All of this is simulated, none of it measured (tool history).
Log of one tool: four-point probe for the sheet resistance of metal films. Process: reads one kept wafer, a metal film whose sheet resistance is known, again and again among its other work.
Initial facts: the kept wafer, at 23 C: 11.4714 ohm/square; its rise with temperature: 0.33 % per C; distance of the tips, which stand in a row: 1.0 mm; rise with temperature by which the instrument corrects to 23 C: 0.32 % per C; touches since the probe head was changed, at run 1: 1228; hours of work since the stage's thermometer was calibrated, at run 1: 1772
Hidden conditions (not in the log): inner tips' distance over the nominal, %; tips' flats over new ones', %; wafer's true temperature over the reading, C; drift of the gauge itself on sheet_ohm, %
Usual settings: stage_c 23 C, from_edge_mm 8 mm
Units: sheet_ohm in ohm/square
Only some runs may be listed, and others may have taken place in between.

| run | day | stage_c | from_edge_mm | touches since the probe head was changed | hours of work since the stage's thermometer was calibrated | sheet_ohm |
|---|---|---|---|---|---|---|
| 1 | 0.000 | 23 | 8 | 1228 | 1772 | 11.495192 |
| 2 | 3.708 | 23 | 8 | 2689 | 1811 | 11.492485 |
| 3 | 6.262 | 23 | 67 | 3697 | 1837 | 11.397983 |
| 4 | 8.696 | 23 | 67 | 4655 | 1863 | 11.398080 |
| 5 | 10.608 | 23 | 71 | 5410 | 1883 | 11.397629 |
| 6 | 14.242 | 23 | 71 | 6842 | 1921 | 11.393622 |
| 7 | 17.758 | 23 | 72 | 8229 | 1958 | 11.398682 |
| 8 | 22.304 | 23 | 72 | 10020 | 2005 | 11.388648 |
| 9 | 25.875 | 23 | 72 | 11427 | 2043 | 11.390855 |
| 10 | 29.979 | 23 | 72 | 13047 | 2085 | 11.391932 |
| 11 | 32.975 | 23 | 72 | 14227 | 2117 | 11.388183 |
| 12 | 35.575 | 23 | 72 | 15251 | 2144 | 11.391409 |
| 13 | 40.117 | 23 | 72 | 17042 | 2192 | 11.385720 |
| 14 | 42.400 | 23 | 72 | 17943 | 2215 | 11.387672 |
| 15 | 45.933 | 23 | 72 | 19335 | 2252 | 11.387664 |
| 16 | 49.612 | 26 | 8 | 20786 | 2291 | 11.485207 |
| 17 | 52.179 | 35 | 8 | 21797 | 2318 | 11.501160 |
| 18 | 54.208 | 35 | 8 | 22597 | 2339 | 11.500512 |
| 19 | 57.442 | 21 | 8 | 23873 | 2373 | 11.475749 |
| 20 | 60.892 | 32 | 8 | 25232 | 2409 | 11.490936 |
| 21 | 65.275 | 24 | 8 | 26961 | 2455 | 11.478894 |
| 22 | 67.254 | 33 | 54 | 27741 | 2476 | 11.402340 |
| 23 | 69.504 | 19 | 65 | 28628 | 2499 | 11.371049 |
| 24 | 73.379 | 19 | 65 | 30156 | 2540 | 11.375584 |
| 25 | 76.288 | 19 | 65 | 31302 | 2570 | 11.376757 |
| 26 | 78.296 | 22 | 46 | 32093 | 2591 | 11.377668 |
| 27 | 80.317 | 21 | 5 | 32890 | 2612 | 11.612874 |
| 28 | 84.308 | 20 | 18 | 34464 | 2654 | 11.387796 |
|  | 86.608 | stage's thermometer calibrated |
| 29 | 86.658 | 29 | 37 | 35382 | 1 | 11.410512 |
| 30 | 89.000 | 35 | 14 | 36306 | 25 | 11.445165 |
| 31 | 91.200 | 26 | 14 | 37173 | 48 | 11.436080 |
| 32 | 95.017 | 26 | 14 | 38676 | 88 | 11.434070 |
| 33 | 98.804 | 19 | 8 | 40170 | 128 | 11.483042 |
| 34 | 101.833 | 23 | 56 | 41363 | 159 | 11.396440 |
| 35 | 105.208 | 29 | 8 | 42695 | 195 | 11.495426 |
| 36 | 107.788 | 20 | 51 | 43712 | 222 | 11.391779 |
| 37 | 112.333 | 20 | 51 | 45504 | 269 | 11.390656 |
| 38 | 114.212 | 29 | 6 | 46245 | 289 | 11.570402 |
| 39 | 118.188 | 34 | 51 | 47812 | 330 | 11.409528 |
| 40 | 120.379 | 23 | 7 | 48676 | 353 | 11.517575 |
| 41 | 124.258 | 30 | 9 | 50205 | 394 | 11.473823 |
| 42 | 127.392 | 23 | 15 | 51439 | 427 | 11.414924 |

Some steps in sheet_ohm, run to run, broken into two amounts with sign: the step expected even without the hidden condition (settings, incoming material, random variation), and the rest, left for the hidden condition together with whatever gauge scatter is not in both the measured and the hidden-condition-free result:
Run 26 -> 27: stage_c 22 -> 21, from_edge_mm 46 -> 5. sheet_ohm +0.235206 ohm/square: hidden state -0.002341, all else +0.237547.
Run 27 -> 28: stage_c 21 -> 20, from_edge_mm 5 -> 18. sheet_ohm -0.225078 ohm/square: hidden state +0.000665, all else -0.225743.
Run 28 -> 29: stage_c 20 -> 29, from_edge_mm 18 -> 37, stage's thermometer calibrated. sheet_ohm +0.022716 ohm/square: hidden state +0.021852, all else +0.000864.
Run 37 -> 38: stage_c 20 -> 29, from_edge_mm 51 -> 6. sheet_ohm +0.179746 ohm/square: hidden state -0.001599, all else +0.181345.

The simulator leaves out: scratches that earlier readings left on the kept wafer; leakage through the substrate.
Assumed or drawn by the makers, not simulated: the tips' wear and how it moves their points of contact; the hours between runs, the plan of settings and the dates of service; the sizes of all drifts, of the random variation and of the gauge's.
